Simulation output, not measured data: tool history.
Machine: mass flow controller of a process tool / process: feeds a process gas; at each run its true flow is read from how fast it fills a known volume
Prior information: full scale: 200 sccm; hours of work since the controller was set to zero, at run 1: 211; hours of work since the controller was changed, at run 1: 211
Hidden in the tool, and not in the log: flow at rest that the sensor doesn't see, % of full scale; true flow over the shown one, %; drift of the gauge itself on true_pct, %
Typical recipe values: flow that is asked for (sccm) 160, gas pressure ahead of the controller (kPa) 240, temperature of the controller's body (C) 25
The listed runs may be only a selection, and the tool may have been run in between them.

| run | hour | flow that is asked for (sccm) | gas pressure ahead of the controller (kPa) | temperature of the controller's body (C) | hours of work since the controller was set to zero | hours of work since the controller was changed | true flow (%) |
|---|---|---|---|---|---|---|---|
| 1 | 0.0 | 160 | 240 | 25 | 211 | 211 | 99.25 |
| 2 | 66.5 | 160 | 240 | 25 | 263 | 263 | 99.32 |
| 3 | 166.9 | 160 | 240 | 25 | 340 | 340 | 99.31 |
| 4 | 250.7 | 160 | 240 | 29 | 405 | 405 | 99.37 |
| 5 | 358.5 | 160 | 240 | 29 | 489 | 489 | 99.35 |
| 6 | 418.5 | 160 | 240 | 38 | 535 | 535 | 99.81 |
| 7 | 484.4 | 160 | 240 | 38 | 586 | 586 | 99.71 |
| 8 | 593.2 | 160 | 240 | 38 | 670 | 670 | 99.75 |
| 9 | 677.6 | 160 | 240 | 38 | 736 | 736 | 99.68 |
| 10 | 778.8 | 160 | 240 | 25 | 814 | 814 | 99.03 |
| 11 | 888.8 | 160 | 240 | 23 | 899 | 899 | 98.81 |
| 12 | 962.5 | 160 | 240 | 23 | 956 | 956 | 98.87 |
| 13 | 1027.9 | 160 | 240 | 23 | 1007 | 1007 | 98.70 |
| 14 | 1127.4 | 160 | 240 | 23 | 1084 | 1084 | 98.96 |
|  | 1135.3 | controller's zero set anew |
| 15 | 1229.7 | 160 | 240 | 23 | 73 | 1163 | 98.83 |
| 16 | 1320.4 | 160 | 240 | 23 | 143 | 1233 | 98.89 |
|  | 1339.5 | controller's zero set anew, once more |
| 17 | 1403.0 | 160 | 240 | 29 | 49 | 1297 | 99.21 |
| 18 | 1485.8 | 160 | 240 | 29 | 113 | 1361 | 99.20 |
| 19 | 1557.3 | 39 | 202 | 31 | 169 | 1416 | 98.24 |
| 20 | 1645.0 | 39 | 202 | 31 | 237 | 1484 | 98.08 |
| 21 | 1703.0 | 39 | 202 | 31 | 282 | 1529 | 98.26 |
| 22 | 1765.7 | 39 | 202 | 31 | 330 | 1578 | 98.02 |
| 23 | 1829.3 | 23 | 165 | 37 | 379 | 1627 | 98.02 |
| 24 | 1897.2 | 23 | 165 | 37 | 432 | 1679 | 97.83 |
| 25 | 1995.0 | 70 | 250 | 25 | 508 | 1755 | 97.93 |
| 26 | 2088.1 | 70 | 265 | 24 | 580 | 1827 | 97.94 |
| 27 | 2176.8 | 37 | 261 | 29 | 648 | 1896 | 97.33 |
| 28 | 2281.5 | 147 | 218 | 25 | 729 | 1977 | 98.71 |
| 29 | 2383.6 | 42 | 249 | 38 | 809 | 2056 | 97.80 |
| 30 | 2480.6 | 30 | 245 | 20 | 884 | 2131 | 96.63 |
| 31 | 2593.8 | 30 | 245 | 20 | 971 | 2219 | 96.45 |
| 32 | 2678.3 | 21 | 245 | 29 | 1037 | 2284 | 96.37 |

Across each entry between runs, compare the hidden state at the last listed run before it with the hidden state at the first listed run after it:
Runs 14 to 15: controller's zero set anew (hour 1135.3)
  flow at rest that the sensor doesn't see, % of full scale: -0.168 -> -0.201; true flow over the shown one, %: -0.41 -> -0.44
  measured minus no-state result, true flow (%): -0.62 -> -0.68
Runs 16 to 17: controller's zero set anew, once more (hour 1339.5)
  flow at rest that the sensor doesn't see, % of full scale: -0.212 -> -0.016; true flow over the shown one, %: -0.46 -> -0.47
  measured minus no-state result, true flow (%): -0.72 -> -0.49

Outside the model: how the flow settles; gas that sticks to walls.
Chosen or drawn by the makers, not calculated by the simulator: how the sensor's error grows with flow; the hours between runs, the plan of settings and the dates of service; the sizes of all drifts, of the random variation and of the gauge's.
